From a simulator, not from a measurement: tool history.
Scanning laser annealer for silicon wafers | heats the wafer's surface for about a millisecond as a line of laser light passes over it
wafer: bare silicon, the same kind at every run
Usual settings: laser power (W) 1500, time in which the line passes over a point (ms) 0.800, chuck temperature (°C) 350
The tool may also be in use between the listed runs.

| run | hour | laser power (W) | time in which the line passes over a point (ms) | chuck temperature (°C) | highest temperature of the surface (°C) |
|---|---|---|---|---|---|
| 1 | 0.0 | 1500 | 0.800 | 350 | 1092 |
| 2 | 16.8 | 1500 | 0.800 | 350 | 1092 |
| 3 | 43.6 | 1500 | 0.800 | 350 | 1097 |
| 4 | 60.8 | 1500 | 0.800 | 350 | 1095 |
| 5 | 74.8 | 1500 | 0.800 | 350 | 1087 |
| 6 | 102.6 | 1500 | 0.800 | 370 | 1109 |
| 7 | 122.4 | 1500 | 0.800 | 383 | 1126 |
| 8 | 134.0 | 1500 | 0.800 | 383 | 1127 |
| 9 | 158.5 | 1500 | 0.800 | 350 | 1094 |
| 10 | 184.8 | 1500 | 0.800 | 350 | 1091 |
| 11 | 203.6 | 1500 | 0.800 | 350 | 1096 |
| 12 | 231.2 | 1500 | 0.800 | 350 | 1090 |
| 13 | 247.8 | 1500 | 0.800 | 350 | 1094 |
| 14 | 271.9 | 1500 | 0.800 | 350 | 1091 |
| 15 | 291.8 | 1500 | 0.800 | 350 | 1093 |
| 16 | 314.4 | 1500 | 0.800 | 350 | 1094 |
| 17 | 342.2 | 1500 | 0.800 | 350 | 1091 |
| 18 | 354.6 | 1500 | 0.800 | 350 | 1089 |
| 19 | 381.4 | 1500 | 0.800 | 350 | 1096 |
| 20 | 396.2 | 1500 | 0.800 | 350 | 1091 |
| 21 | 422.0 | 1500 | 0.800 | 350 | 1091 |
| 22 | 448.8 | 1500 | 0.800 | 350 | 1090 |
| 23 | 464.8 | 1500 | 0.720 | 325 | 1032 |
| 24 | 486.6 | 1500 | 0.720 | 325 | 1029 |
| 25 | 499.9 | 1500 | 0.720 | 325 | 1030 |
| 26 | 513.5 | 1458 | 0.584 | 315 | 930 |
| 27 | 538.1 | 1458 | 0.584 | 315 | 932 |
| 28 | 557.4 | 1464 | 0.700 | 371 | 1045 |
| 29 | 574.8 | 1527 | 0.800 | 350 | 1104 |
| 30 | 599.5 | 1527 | 0.951 | 321 | 1144 |
| 31 | 614.9 | 1454 | 0.574 | 340 | 950 |
| 32 | 628.1 | 1500 | 0.959 | 378 | 1187 |
| 33 | 650.1 | 1331 | 0.900 | 368 | 1051 |
| 34 | 675.6 | 1500 | 0.800 | 320 | 1059 |
| 35 | 692.1 | 1542 | 0.800 | 350 | 1116 |
| 36 | 707.6 | 1546 | 0.770 | 374 | 1131 |
| 37 | 729.9 | 1312 | 0.770 | 343 | 959 |
| 38 | 747.9 | 1312 | 0.770 | 343 | 965 |
| 39 | 777.4 | 1312 | 0.770 | 343 | 963 |
| 40 | 790.4 | 1526 | 0.800 | 348 | 1107 |
| 41 | 817.7 | 1462 | 0.800 | 348 | 1068 |

Not shown: 1 entry that the log had between the listed runs. Between which runs, and how does the tool's hidden state differ before and after?
Between runs 38 and 39: window over the wafer cleaned (hour 752.4)
  light that passes the window, % of a clean one's: 99.92 -> 99.99
